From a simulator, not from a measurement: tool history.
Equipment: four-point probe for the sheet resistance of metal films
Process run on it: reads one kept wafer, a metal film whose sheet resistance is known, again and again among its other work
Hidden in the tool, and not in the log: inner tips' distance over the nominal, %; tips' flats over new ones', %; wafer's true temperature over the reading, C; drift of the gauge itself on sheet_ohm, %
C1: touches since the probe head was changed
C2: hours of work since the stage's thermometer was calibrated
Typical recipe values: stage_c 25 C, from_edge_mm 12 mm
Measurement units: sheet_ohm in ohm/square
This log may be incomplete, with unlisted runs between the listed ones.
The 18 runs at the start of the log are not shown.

{"run": 19, "hour": 802.5, "stage_c": 27, "from_edge_mm": 23, "C1": 42701, "C2": 1142, "sheet_ohm": 0.144756}
{"run": 20, "hour": 857.0, "stage_c": 32, "from_edge_mm": 5, "C1": 44842, "C2": 1166, "sheet_ohm": 0.146808}
{"run": 21, "hour": 912.7, "stage_c": 32, "from_edge_mm": 5, "C1": 47032, "C2": 1191, "sheet_ohm": 0.146848}
{"run": 22, "hour": 942.9, "stage_c": 27, "from_edge_mm": 12, "C1": 48216, "C2": 1204, "sheet_ohm": 0.14519}
{"run": 23, "hour": 971.5, "stage_c": 35, "from_edge_mm": 17, "C1": 49342, "C2": 1217, "sheet_ohm": 0.143597}
{"run": 24, "hour": 1027.7, "stage_c": 35, "from_edge_mm": 6, "C1": 51551, "C2": 1242, "sheet_ohm": 0.145483}
{"run": 25, "hour": 1058.8, "stage_c": 35, "from_edge_mm": 6, "C1": 52771, "C2": 1255, "sheet_ohm": 0.145546}
{"run": 26, "hour": 1084.3, "stage_c": 35, "from_edge_mm": 6, "C1": 53774, "C2": 1267, "sheet_ohm": 0.145474}
{"run": 27, "hour": 1133.8, "stage_c": 29, "from_edge_mm": 3, "C1": 55718, "C2": 1289, "sheet_ohm": 0.152421}
{"run": 28, "hour": 1161.1, "stage_c": 25, "from_edge_mm": 30, "C1": 56793, "C2": 1301, "sheet_ohm": 0.145046}
{"run": 29, "hour": 1202.8, "stage_c": 27, "from_edge_mm": 28, "C1": 58431, "C2": 1319, "sheet_ohm": 0.14475}
{"run": 30, "hour": 1253.9, "stage_c": 27, "from_edge_mm": 28, "C1": 60439, "C2": 1342, "sheet_ohm": 0.144715}
{"run": 31, "hour": 1287.9, "stage_c": 25, "from_edge_mm": 5, "C1": 61775, "C2": 1357, "sheet_ohm": 0.148047}
{"run": 32, "hour": 1312.8, "stage_c": 21, "from_edge_mm": 56, "C1": 62754, "C2": 1368, "sheet_ohm": 0.145621}
{"run": 33, "hour": 1368.4, "stage_c": 21, "from_edge_mm": 56, "C1": 64938, "C2": 1392, "sheet_ohm": 0.145663}
{"run": 34, "hour": 1399.9, "stage_c": 24, "from_edge_mm": 7, "C1": 66176, "C2": 1406, "sheet_ohm": 0.146697}
{"run": 35, "hour": 1428.0, "stage_c": 24, "from_edge_mm": 7, "C1": 67281, "C2": 1419, "sheet_ohm": 0.146713}
{"run": 36, "hour": 1464.8, "stage_c": 24, "from_edge_mm": 14, "C1": 68729, "C2": 1435, "sheet_ohm": 0.145499}

Predict each of these 4 candidate next runs independently; none follows another, all start after run 36:
{"run": "A", "hour": 1512.9, "stage_c": 25, "from_edge_mm": 10, "C1": 70619, "C2": 1456, "sheet_ohm": "?"}
{"run": "B", "hour": 1512.9, "stage_c": 25, "from_edge_mm": 13, "C1": 70619, "C2": 1456, "sheet_ohm": "?"}
{"run": "C", "hour": 1512.9, "stage_c": 24, "from_edge_mm": 29, "C1": 70619, "C2": 1456, "sheet_ohm": "?"}
{"run": "D", "hour": 1512.9, "stage_c": 33, "from_edge_mm": 7, "C1": 70619, "C2": 1456, "sheet_ohm": "?"}

run=A sheet_ohm=0.14571
run=B sheet_ohm=0.14539
run=C sheet_ohm=0.145263
run=D sheet_ohm=0.145208
Take away the tool's hidden state, keep each run's random variation, and the runs would have read:
run=A sheet_ohm=0.145714
run=B sheet_ohm=0.145394
run=C sheet_ohm=0.145267
run=D sheet_ohm=0.145212
